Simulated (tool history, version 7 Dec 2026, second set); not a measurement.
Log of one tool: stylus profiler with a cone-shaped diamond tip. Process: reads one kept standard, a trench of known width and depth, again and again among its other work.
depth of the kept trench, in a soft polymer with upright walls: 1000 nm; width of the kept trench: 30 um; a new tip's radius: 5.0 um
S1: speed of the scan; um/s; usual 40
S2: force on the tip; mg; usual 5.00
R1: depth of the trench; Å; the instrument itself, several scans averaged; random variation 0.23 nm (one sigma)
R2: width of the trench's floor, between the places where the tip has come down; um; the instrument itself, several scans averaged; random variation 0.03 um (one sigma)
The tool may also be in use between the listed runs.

run	day	S1	S2	R1	R2
1	0.000	40	5.00	10085.3	22.42
2	3.362	40	5.00	10082.1	22.38
3	6.925	40	5.00	10079.1	22.23
4	9.267	40	5.00	10076.4	22.18
5	11.404	117	5.00	10076.6	21.92
6	14.404	117	7.59	10112.8	21.91
7	16.671	117	7.59	10109.5	21.85
8	18.962	117	7.59	10109.5	21.79
# day 20.142: height scale calibrated on a step standard
9	23.121	117	7.59	10145.6	21.66
10	26.867	117	7.59	10141.6	21.58
11	29.046	105	10.28	10176.5	21.58
12	32.688	22	7.12	10130.7	21.66
13	35.067	35	8.85	10155.9	21.55
14	38.779	109	3.55	10079.1	21.15
15	41.083	15	6.55	10122.8	21.47

Forecast each of these 5 alternatives for the next run:
A	43.458	153	5.32	?	?
B	43.458	59	11.49	?	?
C	43.458	15	2.40	?	?
D	43.458	40	6.38	?	?
E	43.458	68	3.72	?	?

run	R1	R2
A	10102.6	20.93
B	10179.2	21.30
C	10058.6	21.32
D	10116.5	21.27
E	10077.3	21.17
Without the tool's hidden state the same runs would have given:
run	R1	R2
A	10115.8	23.50
B	10192.5	23.87
C	10071.7	23.89
D	10129.7	23.83
E	10090.5	23.74
